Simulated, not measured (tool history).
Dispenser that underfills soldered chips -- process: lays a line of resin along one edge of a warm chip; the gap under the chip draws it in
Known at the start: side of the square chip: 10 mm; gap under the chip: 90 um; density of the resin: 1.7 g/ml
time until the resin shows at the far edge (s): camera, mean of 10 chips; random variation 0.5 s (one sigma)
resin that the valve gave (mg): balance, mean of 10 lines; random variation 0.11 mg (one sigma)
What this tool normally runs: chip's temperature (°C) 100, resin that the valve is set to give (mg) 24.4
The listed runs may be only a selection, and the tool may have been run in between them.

run,day,chip's temperature (°C),resin that the valve is set to give (mg),time until the resin shows at the far edge (s),resin that the valve gave (mg)
1,0,100,24.4,87.5,23.38
# day 0.029: new syringe of resin
2,0.096,97,24.4,50.9,23.57
3,0.3,97,24.4,65.9,23.42
4,0.388,97,28.8,72.8,27.61
5,0.517,97,28.8,87.1,27.66
# day 0.629: new syringe of resin
6,0.729,97,28.8,51.6,27.45
7,0.904,100,28.8,55.9,27.37
8,1.071,100,28.8,71,27.2
# day 1.242: new syringe of resin
9,1.262,100,22.7,42.9,21.54
10,1.404,100,22.7,52.9,21.54
11,1.575,93,21.8,92.5,20.59
12,1.708,100,26.5,76.5,24.91
# day 1.767: dispensing valve cleaned and set on the balance
# day 1.888: new syringe of resin
13,1.917,100,26.5,43.5,26.39

Run 14 comes next. What will it give?
14,2.042,100,26.5,?,?

time until the resin shows at the far edge (s): 50.9
resin that the valve gave (mg): 26.56
With the hidden condition absent and the run-to-run variation left alone, this run would have shown time until the resin shows at the far edge (s) 40.1, resin that the valve gave (mg) 26.68.
